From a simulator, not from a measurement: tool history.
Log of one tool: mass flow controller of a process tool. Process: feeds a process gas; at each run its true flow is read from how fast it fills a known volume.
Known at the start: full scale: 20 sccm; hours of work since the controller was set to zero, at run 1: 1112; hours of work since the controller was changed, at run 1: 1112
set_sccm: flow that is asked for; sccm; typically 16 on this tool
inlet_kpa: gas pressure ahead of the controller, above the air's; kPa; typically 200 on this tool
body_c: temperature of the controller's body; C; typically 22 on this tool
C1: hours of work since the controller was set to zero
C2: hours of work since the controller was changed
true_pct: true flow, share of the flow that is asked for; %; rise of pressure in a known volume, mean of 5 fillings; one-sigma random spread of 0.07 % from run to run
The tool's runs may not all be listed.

Run 1, day 0.000: usual settings; C1 1112; C2 1112. Result: true_pct 98.91 %.
Run 2, day 2.333: usual settings but set_sccm 9 sccm; C1 1144; C2 1144. Result: true_pct 98.14 %.
Run 3, day 6.150: usual settings but set_sccm 9 sccm; C1 1197; C2 1197. Result: true_pct 98.10 %.
Run 4, day 8.346: usual settings but set_sccm 9 sccm; C1 1227; C2 1227. Result: true_pct 98.04 %.
Run 5, day 11.058: usual settings but set_sccm 9 sccm; C1 1264; C2 1264. Result: true_pct 97.97 %.
Run 6, day 13.992: usual settings but body_c 27 C; C1 1305; C2 1305. Result: true_pct 99.30 %.
Run 7, day 15.829: usual settings; C1 1330; C2 1330. Result: true_pct 98.87 %.
Run 8, day 18.821: usual settings; C1 1371; C2 1371. Result: true_pct 98.76 %.
Run 9, day 22.967: usual settings; C1 1429; C2 1429. Result: true_pct 98.86 %.
Run 10, day 24.912: usual settings; C1 1456; C2 1456. Result: true_pct 98.85 %.
Run 11, day 29.367: usual settings; C1 1517; C2 1517. Result: true_pct 98.76 %.
Run 12, day 33.042: usual settings; C1 1568; C2 1568. Result: true_pct 98.63 %.
Run 13, day 36.788: usual settings; C1 1619; C2 1619. Result: true_pct 98.60 %.
Run 14, day 40.138: usual settings; C1 1666; C2 1666. Result: true_pct 98.61 %.
Run 15, day 43.217: usual settings; C1 1708; C2 1708. Result: true_pct 98.71 %.
Run 16, day 47.475: usual settings but body_c 30 C; C1 1767; C2 1767. Result: true_pct 99.33 %.
Run 17, day 49.688: usual settings but set_sccm 4 sccm, inlet_kpa 207 kPa, body_c 30 C; C1 1797; C2 1797. Result: true_pct 96.78 %.
Run 18, day 54.121: usual settings but set_sccm 4 sccm, inlet_kpa 207 kPa, body_c 30 C; C1 1858; C2 1858. Result: true_pct 96.63 %.
Run 19, day 57.433: usual settings but set_sccm 5 sccm, inlet_kpa 174 kPa, body_c 34 C; C1 1904; C2 1904. Result: true_pct 97.36 %.
Run 20, day 59.275: usual settings but inlet_kpa 152 kPa, body_c 30 C; C1 1929; C2 1929. Result: true_pct 99.16 %.
Run 21, day 63.700: usual settings but inlet_kpa 152 kPa, body_c 30 C; C1 1991; C2 1991. Result: true_pct 99.17 %.
Run 22, day 66.146: usual settings but set_sccm 3 sccm; C1 2024; C2 2024. Result: true_pct 94.85 %.
Run 23, day 69.033: usual settings but set_sccm 3 sccm; C1 2064; C2 2064. Result: true_pct 94.68 %.
Run 24, day 73.488: usual settings but set_sccm 3 sccm; C1 2126; C2 2126. Result: true_pct 94.67 %.
Run 25, day 77.692: usual settings; C1 2184; C2 2184. Result: true_pct 98.47 %.
Run 26, day 81.767: usual settings; C1 2240; C2 2240. Result: true_pct 98.40 %.
Run 27, day 83.979: usual settings but set_sccm 11 sccm, inlet_kpa 238 kPa, body_c 29 C; C1 2270; C2 2270. Result: true_pct 98.39 %.
Run 28, day 85.854: usual settings but body_c 35 C; C1 2296; C2 2296. Result: true_pct 99.62 %.
Run 29, day 89.133: usual settings but set_sccm 11 sccm, body_c 34 C; C1 2341; C2 2341. Result: true_pct 98.69 %.
Run 30, day 91.588: usual settings but set_sccm 2 sccm, inlet_kpa 249 kPa, body_c 21 C; C1 2375; C2 2375. Result: true_pct 92.39 %.
Run 31, day 95.104: usual settings but set_sccm 2 sccm, inlet_kpa 249 kPa, body_c 21 C; C1 2424; C2 2424. Result: true_pct 92.31 %.
Run 32, day 98.392: usual settings but set_sccm 2 sccm, inlet_kpa 249 kPa, body_c 21 C; C1 2469; C2 2469. Result: true_pct 92.15 %.

5 options for the next run, each taken on its own from the tool as it stands now. Forecast them:
Run A, day 100.612: usual settings but set_sccm 4 sccm, inlet_kpa 269 kPa, body_c 34 C; C1 2500; C2 2500. Result: true_pct ?.
Run B, day 100.612: usual settings but set_sccm 2 sccm, inlet_kpa 163 kPa, body_c 33 C; C1 2500; C2 2500. Result: true_pct ?.
Run C, day 100.612: usual settings but inlet_kpa 264 kPa, body_c 30 C; C1 2500; C2 2500. Result: true_pct ?.
Run D, day 100.612: usual settings but set_sccm 2 sccm, inlet_kpa 249 kPa, body_c 40 C; C1 2500; C2 2500. Result: true_pct ?.
Run E, day 100.612: usual settings but body_c 33 C; C1 2500; C2 2500. Result: true_pct ?.

run  true_pct
  A     96.27
  B     93.05
  C     99.04
  D     93.78
  E     99.35
With no hidden state in the tool, these same runs would have given:
run  true_pct
  A     99.39
  B     98.92
  C    100.09
  D     99.65
  E    100.41
